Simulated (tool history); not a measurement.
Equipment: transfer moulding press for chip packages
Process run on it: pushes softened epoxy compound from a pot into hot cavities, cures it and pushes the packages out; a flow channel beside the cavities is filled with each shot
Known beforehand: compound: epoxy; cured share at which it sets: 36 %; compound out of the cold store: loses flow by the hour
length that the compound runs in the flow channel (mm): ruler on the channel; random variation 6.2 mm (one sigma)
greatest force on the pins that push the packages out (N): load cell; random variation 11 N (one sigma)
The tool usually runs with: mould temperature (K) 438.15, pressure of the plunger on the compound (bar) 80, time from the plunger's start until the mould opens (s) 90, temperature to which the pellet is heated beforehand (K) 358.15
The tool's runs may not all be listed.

| run | hour | mould temperature (K) | pressure of the plunger on the compound (bar) | time from the plunger's start until the mould opens (s) | temperature to which the pellet is heated beforehand (K) | incoming compound's hours out of the cold store | length that the compound runs in the flow channel (mm) | greatest force on the pins that push the packages out (N) |
|---|---|---|---|---|---|---|---|---|
| 1 | 0 | 438.15 | 80 | 90 | 358.15 | 8.1 | 1016 | 997 |
| 2 | 5 | 438.15 | 80 | 90 | 358.15 | 16.6 | 980 | 1029 |
| 3 | 10.6 | 438.15 | 80 | 90 | 358.15 | 32.9 | 936 | 998 |
| 4 | 18.5 | 438.15 | 80 | 90 | 358.15 | 39.6 | 916 | 539 |
| 5 | 23.9 | 438.15 | 80 | 119 | 358.15 | 22.1 | 972 | 405 |
| 6 | 31.4 | 438.15 | 80 | 119 | 358.15 | 31.8 | 932 | 445 |
| 7 | 35.4 | 438.15 | 80 | 119 | 358.15 | 33.7 | 935 | 480 |
| 8 | 39.4 | 438.15 | 80 | 119 | 358.15 | 15.7 | 982 | 488 |
| 9 | 45.2 | 438.15 | 80 | 90 | 363.15 | 42.4 | 897 | 726 |
| 10 | 50.5 | 438.15 | 80 | 90 | 363.15 | 38.9 | 907 | 784 |
| 11 | 54.6 | 438.15 | 80 | 82 | 358.15 | 23.9 | 951 | 1044 |
| 12 | 58.2 | 438.15 | 80 | 82 | 358.15 | 46.3 | 897 | 1046 |
| 13 | 66.5 | 438.15 | 74 | 90 | 358.15 | 33.7 | 895 | 866 |
| 14 | 71 | 438.15 | 74 | 90 | 358.15 | 26.3 | 914 | 935 |
| 15 | 77 | 438.15 | 74 | 90 | 358.15 | 40.3 | 878 | 911 |
| 16 | 85.9 | 438.15 | 74 | 90 | 358.15 | 24.4 | 919 | 987 |
| 17 | 91 | 438.15 | 80 | 108 | 363.15 | 39.2 | 911 | 728 |
| 18 | 95.8 | 430.15 | 87.4 | 110 | 352.15 | 11.3 | 1099 | 1304 |
| 19 | 104.2 | 438.15 | 75.6 | 90 | 363.15 | 45.7 | 861 | 536 |
| 20 | 112.6 | 438.15 | 75.6 | 90 | 363.15 | 35.2 | 887 | 664 |
| 21 | 121.7 | 432.15 | 80 | 90 | 358.15 | 41.6 | 930 | 1160 |
| 22 | 128 | 432.15 | 80 | 90 | 358.15 | 15.5 | 1015 | 1297 |
| 23 | 132.5 | 437.15 | 63.8 | 105 | 357.15 | 23.4 | 865 | 649 |
| 24 | 138.3 | 440.15 | 80 | 90 | 358.15 | 43.5 | 895 | 694 |
| 25 | 142.2 | 440.15 | 80 | 90 | 358.15 | 10.6 | 979 | 725 |
| 26 | 150.3 | 440.15 | 90.2 | 90 | 352.15 | 46.7 | 940 | 768 |
| 27 | 154.9 | 440.15 | 90.2 | 90 | 352.15 | 32.2 | 972 | 764 |
| 28 | 161.9 | 438.15 | 89 | 90 | 358.15 | 21.3 | 1015 | 982 |
| 29 | 169.3 | 438.15 | 66.4 | 88 | 358.15 | 23.1 | 863 | 1027 |

Not shown: 2 entries that the log had between the listed runs. Between which runs, and how does the tool's hidden state differ before and after?
In the gap between runs 3 and 4: cavities cleaned with cleaning compound and waxed (hour 13)
  pressure that reaches the compound, % of what is set: 96.4 -> 96.28; grip of the stained cavities, % over clean ones': 102.2 -> 12.3
  difference, measured minus the result without the unlogged condition, length that the compound runs in the flow channel (mm): -15 -> -15; greatest force on the pins that push the packages out (N): +520 -> +74
In the gap between runs 18 and 19: cavities cleaned with cleaning compound and waxed (hour 98.7)
  true mould temperature over the reading, C: -0.44 -> -0.45; pressure that reaches the compound, % of what is set: 94.71 -> 94.57; grip of the stained cavities, % over clean ones': 98.8 -> 14.9
  difference, measured minus the result without the unlogged condition, length that the compound runs in the flow channel (mm): -27 -> -22; greatest force on the pins that push the packages out (N): +677 -> +85
